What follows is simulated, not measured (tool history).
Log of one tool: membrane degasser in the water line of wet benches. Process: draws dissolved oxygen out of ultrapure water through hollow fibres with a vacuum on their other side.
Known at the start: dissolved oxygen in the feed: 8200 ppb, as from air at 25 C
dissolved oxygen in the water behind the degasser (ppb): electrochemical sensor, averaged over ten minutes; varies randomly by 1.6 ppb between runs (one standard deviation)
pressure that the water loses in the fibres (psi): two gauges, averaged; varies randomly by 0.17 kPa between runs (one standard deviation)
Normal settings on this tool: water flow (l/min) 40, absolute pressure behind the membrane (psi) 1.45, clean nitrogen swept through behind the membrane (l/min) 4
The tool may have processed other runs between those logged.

run,hour,water flow (l/min),absolute pressure behind the membrane (psi),clean nitrogen swept through behind the membrane (l/min),dissolved oxygen in the water behind the degasser (ppb),pressure that the water loses in the fibres (psi)
1,0.0,40,1.45,4,175.6,3.890
2,66.3,31,1.45,4,133.8,3.024
3,138.3,31,1.45,4,133.9,3.012
4,189.5,30,1.45,4,127.4,2.901
5,260.2,30,1.45,4,126.8,2.901
6,319.6,30,1.45,4,127.1,2.924
7,371.6,40,1.65,4,205.8,3.915
8,414.0,51,1.65,4,271.1,5.011
9,489.9,51,1.65,4,271.8,4.997
10,534.7,61,1.65,4,338.9,5.999
11,585.5,61,1.65,4,333.9,5.936
12,633.0,61,1.65,4,331.8,5.964
13,692.9,61,1.65,4,334.6,5.942
14,734.4,38,1.45,4,167.0,3.729
15,805.6,38,1.45,4,165.0,3.703

Run 16 is up next; what results do you expect?
16,865.1,40,1.45,4,?,?

dissolved oxygen in the water behind the degasser (ppb): 177.9
pressure that the water loses in the fibres (psi): 3.902
With the hidden condition absent and the run-to-run variation left alone, this run would have shown dissolved oxygen in the water behind the degasser (ppb) 170.8, pressure that the water loses in the fibres (psi) 3.822.
